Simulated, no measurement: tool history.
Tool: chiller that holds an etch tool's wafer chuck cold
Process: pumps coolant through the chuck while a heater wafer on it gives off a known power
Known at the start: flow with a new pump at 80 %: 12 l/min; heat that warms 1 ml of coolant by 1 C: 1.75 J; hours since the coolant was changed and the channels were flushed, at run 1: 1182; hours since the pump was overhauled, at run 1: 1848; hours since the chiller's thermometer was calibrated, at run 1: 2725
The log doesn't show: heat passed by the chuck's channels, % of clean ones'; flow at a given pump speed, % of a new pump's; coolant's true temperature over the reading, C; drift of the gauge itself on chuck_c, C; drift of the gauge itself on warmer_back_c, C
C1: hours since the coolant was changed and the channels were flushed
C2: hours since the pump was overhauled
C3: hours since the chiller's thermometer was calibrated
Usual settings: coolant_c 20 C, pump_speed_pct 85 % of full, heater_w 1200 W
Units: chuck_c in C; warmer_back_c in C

{"run": 1, "hour": 0.0, "coolant_c": 20, "pump_speed_pct": 85, "heater_w": 1200, "C1": 1182, "C2": 1848, "C3": 2725, "chuck_c": 30.5, "warmer_back_c": 3.25}
{"run": 2, "hour": 45.7, "coolant_c": 20, "pump_speed_pct": 85, "heater_w": 1200, "C1": 1227, "C2": 1893, "C3": 2771, "chuck_c": 30.2, "warmer_back_c": 3.18}
{"run": 3, "hour": 70.9, "coolant_c": 20, "pump_speed_pct": 85, "heater_w": 1200, "C1": 1253, "C2": 1919, "C3": 2796, "chuck_c": 30.4, "warmer_back_c": 3.19}
{"run": 4, "hour": 105.9, "coolant_c": 20, "pump_speed_pct": 85, "heater_w": 1200, "C1": 1287, "C2": 1954, "C3": 2831, "chuck_c": 30.3, "warmer_back_c": 3.16}
{"run": 5, "hour": 165.2, "coolant_c": 20, "pump_speed_pct": 85, "heater_w": 1200, "C1": 1347, "C2": 2013, "C3": 2890, "chuck_c": 30.4, "warmer_back_c": 3.18}
{"run": 6, "hour": 201.5, "coolant_c": 20, "pump_speed_pct": 85, "heater_w": 1200, "C1": 1383, "C2": 2049, "C3": 2927, "chuck_c": 30.5, "warmer_back_c": 3.13}
{"run": 7, "hour": 250.4, "coolant_c": 20, "pump_speed_pct": 85, "heater_w": 1200, "C1": 1432, "C2": 2098, "C3": 2976, "chuck_c": 30.5, "warmer_back_c": 3.11}
{"run": 8, "hour": 304.4, "coolant_c": 20, "pump_speed_pct": 85, "heater_w": 1200, "C1": 1486, "C2": 2152, "C3": 3030, "chuck_c": 30.3, "warmer_back_c": 3.18}
{"run": 9, "hour": 331.3, "coolant_c": 20, "pump_speed_pct": 85, "heater_w": 1200, "C1": 1513, "C2": 2179, "C3": 3056, "chuck_c": 30.4, "warmer_back_c": 3.11}
{"run": 10, "hour": 380.1, "coolant_c": 20, "pump_speed_pct": 85, "heater_w": 699, "C1": 1562, "C2": 2228, "C3": 3105, "chuck_c": 26.0, "warmer_back_c": 1.8}
{"run": 11, "hour": 419.4, "coolant_c": 20, "pump_speed_pct": 85, "heater_w": 1200, "C1": 1601, "C2": 2267, "C3": 3145, "chuck_c": 30.5, "warmer_back_c": 3.09}
{"run": 12, "hour": 463.3, "coolant_c": 20, "pump_speed_pct": 66, "heater_w": 1200, "C1": 1645, "C2": 2311, "C3": 3188, "chuck_c": 32.5, "warmer_back_c": 4.16}
{"run": 13, "hour": 514.8, "coolant_c": 20, "pump_speed_pct": 79, "heater_w": 1200, "C1": 1696, "C2": 2363, "C3": 3240, "chuck_c": 30.8, "warmer_back_c": 3.36}
{"run": 14, "hour": 558.6, "coolant_c": 20, "pump_speed_pct": 79, "heater_w": 1200, "C1": 1740, "C2": 2406, "C3": 3284, "chuck_c": 30.9, "warmer_back_c": 3.31}
{"run": 15, "hour": 611.5, "coolant_c": 20, "pump_speed_pct": 79, "heater_w": 1200, "C1": 1793, "C2": 2459, "C3": 3337, "chuck_c": 30.9, "warmer_back_c": 3.29}
{"run": 16, "hour": 648.6, "coolant_c": 20, "pump_speed_pct": 79, "heater_w": 1200, "C1": 1830, "C2": 2496, "C3": 3374, "chuck_c": 31.0, "warmer_back_c": 3.3}
{"run": 17, "hour": 691.0, "coolant_c": 20, "pump_speed_pct": 79, "heater_w": 1200, "C1": 1873, "C2": 2539, "C3": 3416, "chuck_c": 31.1, "warmer_back_c": 3.27}
{"run": 18, "hour": 735.6, "coolant_c": 12, "pump_speed_pct": 79, "heater_w": 1200, "C1": 1917, "C2": 2583, "C3": 3461, "chuck_c": 23.0, "warmer_back_c": 3.37}
{"run": 19, "hour": 792.9, "coolant_c": 12, "pump_speed_pct": 79, "heater_w": 1200, "C1": 1975, "C2": 2641, "C3": 3518, "chuck_c": 22.9, "warmer_back_c": 3.26}
{"run": 20, "hour": 841.1, "coolant_c": 12, "pump_speed_pct": 79, "heater_w": 1200, "C1": 2023, "C2": 2689, "C3": 3566, "chuck_c": 22.9, "warmer_back_c": 3.28}
{"run": 21, "hour": 884.3, "coolant_c": 20, "pump_speed_pct": 67, "heater_w": 1200, "C1": 2066, "C2": 2732, "C3": 3609, "chuck_c": 32.5, "warmer_back_c": 3.95}
{"run": 22, "hour": 924.6, "coolant_c": 11, "pump_speed_pct": 85, "heater_w": 1163, "C1": 2106, "C2": 2772, "C3": 3650, "chuck_c": 21.0, "warmer_back_c": 2.87}
{"run": 23, "hour": 982.6, "coolant_c": 20, "pump_speed_pct": 87, "heater_w": 1200, "C1": 2164, "C2": 2830, "C3": 3708, "chuck_c": 30.3, "warmer_back_c": 2.91}
{"run": 24, "hour": 1015.3, "coolant_c": 11, "pump_speed_pct": 63, "heater_w": 1291, "C1": 2197, "C2": 2863, "C3": 3740, "chuck_c": 25.0, "warmer_back_c": 4.5}
{"run": 25, "hour": 1071.3, "coolant_c": 20, "pump_speed_pct": 88, "heater_w": 633, "C1": 2253, "C2": 2919, "C3": 3796, "chuck_c": 25.2, "warmer_back_c": 1.38}
{"run": 26, "hour": 1123.9, "coolant_c": 16, "pump_speed_pct": 88, "heater_w": 633, "C1": 2306, "C2": 2972, "C3": 3849, "chuck_c": 21.3, "warmer_back_c": 1.39}
{"run": 27, "hour": 1163.8, "coolant_c": 16, "pump_speed_pct": 88, "heater_w": 633, "C1": 2345, "C2": 3012, "C3": 3889, "chuck_c": 21.2, "warmer_back_c": 1.36}
{"run": 28, "hour": 1212.1, "coolant_c": 16, "pump_speed_pct": 88, "heater_w": 633, "C1": 2394, "C2": 3060, "C3": 3937, "chuck_c": 21.4, "warmer_back_c": 1.37}
{"hour": 1243.7, "done": "gauge calibrated"}
{"run": 29, "hour": 1257.2, "coolant_c": 27, "pump_speed_pct": 60, "heater_w": 1578, "C1": 2439, "C2": 3105, "C3": 3982, "chuck_c": 44.9, "warmer_back_c": 6.15}
{"run": 30, "hour": 1291.9, "coolant_c": 20, "pump_speed_pct": 98, "heater_w": 1435, "C1": 2474, "C2": 3140, "C3": 4017, "chuck_c": 31.1, "warmer_back_c": 3.24}
{"run": 31, "hour": 1325.6, "coolant_c": 20, "pump_speed_pct": 85, "heater_w": 602, "C1": 2507, "C2": 3173, "C3": 4051, "chuck_c": 25.1, "warmer_back_c": 1.6}
{"run": 32, "hour": 1368.1, "coolant_c": 20, "pump_speed_pct": 85, "heater_w": 602, "C1": 2550, "C2": 3216, "C3": 4093, "chuck_c": 25.2, "warmer_back_c": 1.61}

Forecast each of these 3 alternatives for the next run:
{"run": "A", "hour": 1406.1, "coolant_c": 16, "pump_speed_pct": 62, "heater_w": 693, "C1": 2588, "C2": 3254, "C3": 4131, "chuck_c": "?", "warmer_back_c": "?"}
{"run": "B", "hour": 1406.1, "coolant_c": 16, "pump_speed_pct": 70, "heater_w": 887, "C1": 2588, "C2": 3254, "C3": 4131, "chuck_c": "?", "warmer_back_c": "?"}
{"run": "C", "hour": 1406.1, "coolant_c": 13, "pump_speed_pct": 85, "heater_w": 602, "C1": 2588, "C2": 3254, "C3": 4131, "chuck_c": "?", "warmer_back_c": "?"}

run=A chuck_c=23.5 warmer_back_c=2.52
run=B chuck_c=24.8 warmer_back_c=2.85
run=C chuck_c=18.1 warmer_back_c=1.55
Without the tool's hidden state the same runs would have given:
run=A chuck_c=23.5 warmer_back_c=2.56
run=B chuck_c=24.8 warmer_back_c=2.89
run=C chuck_c=18.1 warmer_back_c=1.59
